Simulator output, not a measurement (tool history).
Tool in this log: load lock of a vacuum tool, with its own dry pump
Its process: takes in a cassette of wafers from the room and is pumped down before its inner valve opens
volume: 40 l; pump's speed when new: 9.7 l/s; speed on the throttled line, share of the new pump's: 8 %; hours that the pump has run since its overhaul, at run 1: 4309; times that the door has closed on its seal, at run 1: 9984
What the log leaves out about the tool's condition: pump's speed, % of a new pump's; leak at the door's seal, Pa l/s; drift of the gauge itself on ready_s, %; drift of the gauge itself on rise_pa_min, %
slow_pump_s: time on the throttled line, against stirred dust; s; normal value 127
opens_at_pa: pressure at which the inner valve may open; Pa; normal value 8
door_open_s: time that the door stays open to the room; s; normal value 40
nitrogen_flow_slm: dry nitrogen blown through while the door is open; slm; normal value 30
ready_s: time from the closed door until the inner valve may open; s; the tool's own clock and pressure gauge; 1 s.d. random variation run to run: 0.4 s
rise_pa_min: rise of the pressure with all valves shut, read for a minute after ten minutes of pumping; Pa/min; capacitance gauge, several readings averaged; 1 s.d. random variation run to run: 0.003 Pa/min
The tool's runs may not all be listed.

run      day  slow_pump_s  opens_at_pa  door_open_s  nitrogen_flow_slm  hours that the pump has run since its overhaul  times that the door has closed on its seal  incoming humidity of the room's air, %  ready_s  rise_pa_min
  1        0          127            8           40                 30                                            4309                                        9984                                    47.7    159.1        0.073
  2     13.3          127            8           40                 30                                            4629                                       10548                                    43.3    158.7        0.077
  3   33.167          127            8           40                 30                                            5105                                       11391                                    45.2    159.5        0.071
  4   48.079          127            8           40                 30                                            5463                                       12024                                    40.4      160         0.08
  5   67.938          127            8          190                 30                                            5940                                       12867                                    45.2    160.8        0.131
  6   80.454          127            8           40                 30                                            6240                                       13398                                      44    161.1        0.095
  7   97.112          127            8           40                 30                                            6640                                       14105                                    44.8    160.8        0.101
  8  112.275          193            8           40                 30                                            7004                                       14748                                    45.3    220.7        0.103
  9  125.617          127            8           40                 30                                            7324                                       15314                                    48.5    160.9        0.104
 10  140.179          127            8           40                  5                                            7674                                       15932                                    39.7    161.7        0.129
 11  153.683          127            8           40                 30                                            7998                                       16505                                    45.5    162.3         0.12
 12  173.471          127            8           40                 30                                            8473                                       17345                                    41.8    162.1        0.126
 13  182.979          127            8           40                 30                                            8701                                       17748                                    44.3    162.1         0.12
 14  197.267          127            8           40                 30                                            9044                                       18355                                    44.2    163.2        0.127
 15  208.617          127            6           40                 30                                            9316                                       18836                                    42.3    164.6        0.133
 16  225.108          127            6           40                 30                                            9712                                       19536                                    44.4      165        0.143
     239.721  -- dry pump taken out, an overhauled one fitted
 17  243.075          127            8           40                 30                                              81                                       20288                                    45.9    155.9        0.145
 18   252.95          127            8           40                 30                                             318                                       20707                                    44.7      156        0.151
 19  271.862          127            8           40                 30                                             771                                       21510                                    42.6    156.6        0.156
 20  281.588          127            8           40                 30                                            1005                                       21922                                    45.8    156.7        0.161
 21  291.292          127            8           40                 30                                            1238                                       22334                                      44    155.6        0.165
 22  302.171          114           14           27                 41                                            1499                                       22795                                    43.8    142.4        0.156
 23  314.171          127            9           82                 44                                            1787                                       23305                                    43.3    156.5        0.175
 24  330.133          179            7          128                 11                                            2170                                       23982                                    45.9    205.2        0.235
 25  339.792          179            7          116                 10                                            2402                                       24392                                      43    206.1        0.232
 26  349.092          127            8           40                  9                                            2625                                       24787                                    45.7    157.3        0.198
 27  361.792          127            8           40                  9                                            2930                                       25325                                    46.3    157.6          0.2
 28  371.233          127            8           40                  9                                            3156                                       25726                                    45.4      158        0.204
 29   383.05           77            8          193                 11                                            3440                                       26227                                    45.5    112.2        0.282
 30  391.896          174            8           40                 26                                            3652                                       26603                                    46.8    201.8        0.203
 31  411.629           99            8          128                 30                                            4126                                       27440                                    46.5    132.6        0.238
 32  425.975           99            8          128                 30                                            4470                                       28049                                    47.2    133.4        0.243
 33  441.792          127            8           45                 42                                            4850                                       28720                                    45.4    159.7        0.216
 34  459.321          163           14           39                  9                                            5270                                       29464                                    44.3    189.8        0.245
 35  474.025          127            7           40                 39                                            5623                                       30088                                    47.1    160.9         0.23
 36  493.217          115            7           40                 39                                            6084                                       30902                                    45.6    149.5        0.248

Consider 4 possible next runs. They are alternatives, not a sequence: every one starts from the tool as it was left by run 36. What does each give?
  A  510.475          127           11           40                 30                                            6498                                       31635                                    50.4        ?            ?
  B  510.475          157            7           40                 39                                            6498                                       31635                                    43.6        ?            ?
  C  510.475           67           16           52                 39                                            6498                                       31635                                      49        ?            ?
  D  510.475          245            7           40                 39                                            6498                                       31635                                    44.6        ?            ?

run  ready_s  rise_pa_min
  A    158.5        0.261
  B    188.9         0.25
  C    102.4        0.258
  D      268        0.256
The same runs, with their run-to-run variation unchanged, on a tool lacking any hidden condition would have given:
run  ready_s  rise_pa_min
  A    154.6        0.027
  B      185        0.016
  C       98        0.024
  D    265.1        0.019
